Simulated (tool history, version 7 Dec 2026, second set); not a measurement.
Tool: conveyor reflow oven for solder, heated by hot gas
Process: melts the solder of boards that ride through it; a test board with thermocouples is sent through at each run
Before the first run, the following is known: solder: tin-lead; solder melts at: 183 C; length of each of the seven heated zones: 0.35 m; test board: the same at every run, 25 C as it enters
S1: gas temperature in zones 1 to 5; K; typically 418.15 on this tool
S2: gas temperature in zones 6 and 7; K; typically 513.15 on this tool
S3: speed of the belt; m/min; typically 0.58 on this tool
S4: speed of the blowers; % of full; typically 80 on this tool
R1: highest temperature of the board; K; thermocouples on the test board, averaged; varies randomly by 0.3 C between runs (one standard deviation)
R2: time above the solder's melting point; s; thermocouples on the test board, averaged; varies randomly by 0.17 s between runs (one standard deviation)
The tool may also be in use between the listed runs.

Run 1, hour 0: usual settings. Result: R1 502.95 K, R2 65.3 s.
Run 2, hour 10.8: usual settings. Result: R1 502.35 K, R2 65 s.
Run 3, hour 22.3: usual settings but S1 426.15 K. Result: R1 503.75 K, R2 68.1 s.
Run 4, hour 39: usual settings but S1 426.15 K. Result: R1 503.05 K, R2 67.9 s.
Run 5, hour 49.4: usual settings but S4 64 % of full. Result: R1 499.55 K, R2 62.9 s.
Run 6, hour 61.8: usual settings but S4 64 % of full. Result: R1 499.75 K, R2 63.1 s.
Run 7, hour 78: usual settings but S4 57 % of full. Result: R1 498.45 K, R2 62.4 s.
Run 8, hour 88.1: usual settings but S1 410.15 K, S4 57 % of full. Result: R1 496.85 K, R2 58.8 s.
Run 9, hour 104.5: usual settings but S2 509.15 K. Result: R1 499.05 K, R2 62.9 s.
Run 10, hour 113.7: usual settings but S2 509.15 K. Result: R1 498.95 K, R2 62.9 s.
Run 11, hour 121.7: usual settings but S3 0.586 m/min. Result: R1 502.55 K, R2 64.1 s.
Run 12, hour 131.4: usual settings but S3 0.586 m/min. Result: R1 501.95 K, R2 63.9 s.
Run 13, hour 140.7: usual settings. Result: R1 502.35 K, R2 64.6 s.
Run 14, hour 154.2: usual settings but S1 405.15 K. Result: R1 500.55 K, R2 59.7 s.
Run 15, hour 171.4: usual settings but S3 0.579 m/min. Result: R1 502.05 K, R2 65 s.
Run 16, hour 181.6: usual settings but S3 0.584 m/min, S4 61 % of full. Result: R1 498.55 K, R2 62 s.
Run 17, hour 191.4: usual settings but S1 404.15 K, S2 516.15 K, S3 0.547 m/min, S4 61 % of full. Result: R1 501.15 K, R2 63.3 s.
Run 18, hour 203.1: usual settings but S1 431.15 K, S2 506.15 K, S3 0.657 m/min, S4 60 % of full. Result: R1 491.35 K, R2 55.4 s.
Run 19, hour 211.1: usual settings but S1 431.15 K, S2 522.15 K, S3 0.522 m/min, S4 52 % of full. Result: R1 510.15 K, R2 81.2 s.
Run 20, hour 220.5: usual settings but S1 426.15 K, S2 504.15 K, S4 78 % of full. Result: R1 494.75 K, R2 63.7 s.
Run 21, hour 234.7: usual settings but S1 423.15 K, S4 61 % of full. Result: R1 499.45 K, R2 65.2 s.
Run 22, hour 243.5: usual settings but S1 420.15 K, S3 0.471 m/min. Result: R1 506.95 K, R2 83.4 s.
Run 23, hour 252: usual settings but S4 58 % of full. Result: R1 497.95 K, R2 62 s.
Run 24, hour 264.9: usual settings but S2 519.15 K, S3 0.555 m/min, S4 58 % of full. Result: R1 504.55 K, R2 69 s.
Run 25, hour 273: usual settings but S1 409.15 K, S2 521.15 K, S3 0.48 m/min, S4 85 % of full. Result: R1 513.85 K, R2 81.2 s.
Run 26, hour 283.9: usual settings but S1 425.15 K. Result: R1 502.75 K, R2 67.2 s.
Run 27, hour 294.1: usual settings but S1 425.15 K, S3 0.518 m/min, S4 83 % of full. Result: R1 505.75 K, R2 77.2 s.
Run 28, hour 303: usual settings but S2 522.15 K. Result: R1 509.75 K, R2 68.2 s.
Run 29, hour 318.7: usual settings but S1 405.15 K, S2 522.15 K, S3 0.581 m/min. Result: R1 508.85 K, R2 63.3 s.
Run 30, hour 331.1: usual settings but S1 405.15 K, S2 523.15 K, S3 0.581 m/min, S4 88 % of full. Result: R1 510.45 K, R2 64.5 s.

Branching from run 30: 4 alternative next runs. What would each branch give?
Run A, hour 347: usual settings but S1 415.15 K, S2 517.15 K, S3 0.581 m/min, S4 88 % of full. Result: R1 ?, R2 ?.
Run B, hour 347: usual settings but S1 424.15 K, S2 523.15 K, S3 0.469 m/min, S4 60 % of full. Result: R1 ?, R2 ?.
Run C, hour 347: usual settings but S1 405.15 K, S2 520.15 K, S3 0.489 m/min, S4 88 % of full. Result: R1 ?, R2 ?.
Run D, hour 347: usual settings but S1 432.15 K, S2 509.15 K, S3 0.581 m/min. Result: R1 ?, R2 ?.

run      R1    R2
  A  506.15  65.7
  B  513.95  88.6
  C  512.35  78.1
  D  499.85    69
Without the tool's hidden state the same runs would have given:
run      R1    R2
  A  507.05  65.8
  B  514.05  87.9
  C  512.85    78
  D  500.25  68.9
